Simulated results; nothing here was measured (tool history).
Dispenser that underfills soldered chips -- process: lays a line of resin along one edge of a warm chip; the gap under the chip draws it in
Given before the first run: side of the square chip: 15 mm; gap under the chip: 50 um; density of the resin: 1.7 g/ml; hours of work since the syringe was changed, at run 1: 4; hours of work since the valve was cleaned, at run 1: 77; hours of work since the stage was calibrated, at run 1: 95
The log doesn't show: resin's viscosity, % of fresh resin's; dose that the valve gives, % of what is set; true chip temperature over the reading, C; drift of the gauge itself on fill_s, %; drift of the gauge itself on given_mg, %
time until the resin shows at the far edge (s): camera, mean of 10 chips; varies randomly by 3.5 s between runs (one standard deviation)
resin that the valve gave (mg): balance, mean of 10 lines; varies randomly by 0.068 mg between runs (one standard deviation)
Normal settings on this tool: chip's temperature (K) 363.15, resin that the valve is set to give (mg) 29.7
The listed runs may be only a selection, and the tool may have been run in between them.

| run | hour | chip's temperature (K) | resin that the valve is set to give (mg) | hours of work since the syringe was changed | hours of work since the valve was cleaned | hours of work since the stage was calibrated | time until the resin shows at the far edge (s) | resin that the valve gave (mg) |
|---|---|---|---|---|---|---|---|---|
| 1 | 0 | 363.15 | 29.7 | 4 | 77 | 95 | 421.9 | 28.72 |
|  | 4.3 | new syringe of resin |
|  | 12.9 | new syringe of resin |
| 2 | 15.3 | 363.15 | 29.7 | 2 | 89 | 106 | 390.3 | 28.75 |
|  | 21.6 | new syringe of resin |
|  | 30.2 | new syringe of resin |
| 3 | 30.2 | 363.15 | 29.7 | 0 | 100 | 118 | 356.2 | 28.65 |
|  | 39.6 | new syringe of resin |
|  | 40.6 | dispensing valve cleaned and set on the balance |
| 4 | 43.9 | 363.15 | 29.7 | 3 | 3 | 128 | 396.5 | 29.66 |
|  | 49.2 | new syringe of resin |
| 5 | 55.3 | 351.15 | 29.7 | 5 | 11 | 136 | 838.4 | 29.65 |
|  | 58.2 | new syringe of resin |
|  | 67.2 | new syringe of resin |
| 6 | 69.5 | 351.15 | 35.8 | 2 | 22 | 147 | 699.3 | 35.4 |
|  | 77 | new syringe of resin |
| 7 | 82.2 | 349.15 | 29.7 | 4 | 32 | 157 | 887.6 | 29.38 |
|  | 86.1 | new syringe of resin |
|  | 95.2 | new syringe of resin |
| 8 | 97.9 | 349.15 | 29.7 | 2 | 44 | 169 | 806.6 | 29.19 |
|  | 104.9 | new syringe of resin |
| 9 | 111.2 | 349.15 | 29.7 | 5 | 55 | 180 | 947.4 | 29.15 |
|  | 113.6 | new syringe of resin |
|  | 122.6 | new syringe of resin |
| 10 | 123.2 | 349.15 | 29.7 | 0 | 64 | 189 | 740.5 | 29.02 |
|  | 131.7 | new syringe of resin |
| 11 | 135.8 | 349.15 | 29.7 | 3 | 73 | 198 | 838.2 | 28.89 |
|  | 140.5 | new syringe of resin |
| 12 | 144.3 | 349.15 | 29.7 | 3 | 80 | 205 | 858.4 | 28.76 |
|  | 149.5 | new syringe of resin |
| 13 | 154.2 | 363.15 | 33.6 | 4 | 88 | 213 | 427.2 | 32.46 |
|  | 158 | new syringe of resin |
|  | 166.6 | new syringe of resin |
| 14 | 168.1 | 363.15 | 33.6 | 1 | 98 | 223 | 374.5 | 32.37 |
|  | 175.5 | new syringe of resin |
| 15 | 175.5 | 364.15 | 28.7 | 0 | 104 | 229 | 340.5 | 27.57 |
|  | 181.5 | dispensing valve cleaned and set on the balance |
|  | 185 | new syringe of resin |
| 16 | 187.7 | 364.15 | 28.7 | 2 | 5 | 238 | 380.7 | 28.66 |
|  | 194.4 | new syringe of resin |
| 17 | 195.6 | 354.15 | 31.2 | 1 | 11 | 244 | 600.7 | 31.16 |
|  | 203.2 | new syringe of resin |
| 18 | 207 | 354.15 | 31.2 | 3 | 20 | 252 | 661.5 | 30.96 |
|  | 212.4 | new syringe of resin |
| 19 | 216.5 | 378.15 | 30.3 | 3 | 27 | 260 | 207.2 | 30 |
|  | 221.4 | new syringe of resin |
|  | 230 | new syringe of resin |
| 20 | 232.8 | 378.15 | 30.3 | 2 | 39 | 272 | 203.4 | 29.9 |
|  | 238.6 | new syringe of resin |
|  | 247.4 | new syringe of resin |
| 21 | 248.7 | 377.15 | 37.6 | 1 | 52 | 284 | 192.6 | 36.81 |
|  | 256.2 | new syringe of resin |
| 22 | 256.2 | 353.15 | 35 | 0 | 57 | 290 | 593 | 34.31 |

5 ways to go on from here, each from the tool as it stands after run 22. What would each give?
|  | 265.8 | new syringe of resin |
| A | 266.6 | 353.15 | 37.1 | 1 | 65 | 298 | ? | ? |
|  | 265.8 | new syringe of resin |
| B | 266.6 | 362.15 | 31.5 | 1 | 65 | 298 | ? | ? |
|  | 265.8 | new syringe of resin |
| C | 266.6 | 368.15 | 29.7 | 1 | 65 | 298 | ? | ? |
|  | 265.8 | new syringe of resin |
| D | 266.6 | 376.15 | 29.7 | 1 | 65 | 298 | ? | ? |
|  | 265.8 | new syringe of resin |
| E | 266.6 | 351.15 | 35 | 1 | 65 | 298 | ? | ? |

| run | time until the resin shows at the far edge (s) | resin that the valve gave (mg) |
|---|---|---|
| A | 608.9 | 36.33 |
| B | 391.2 | 30.7 |
| C | 296.1 | 29.05 |
| D | 202.8 | 28.98 |
| E | 682.4 | 34.2 |
What these runs would have given with no unlogged condition in the tool:
| run | time until the resin shows at the far edge (s) | resin that the valve gave (mg) |
|---|---|---|
| A | 560.5 | 37.21 |
| B | 360.5 | 31.45 |
| C | 273 | 29.75 |
| D | 187.3 | 29.69 |
| E | 627.6 | 35.02 |
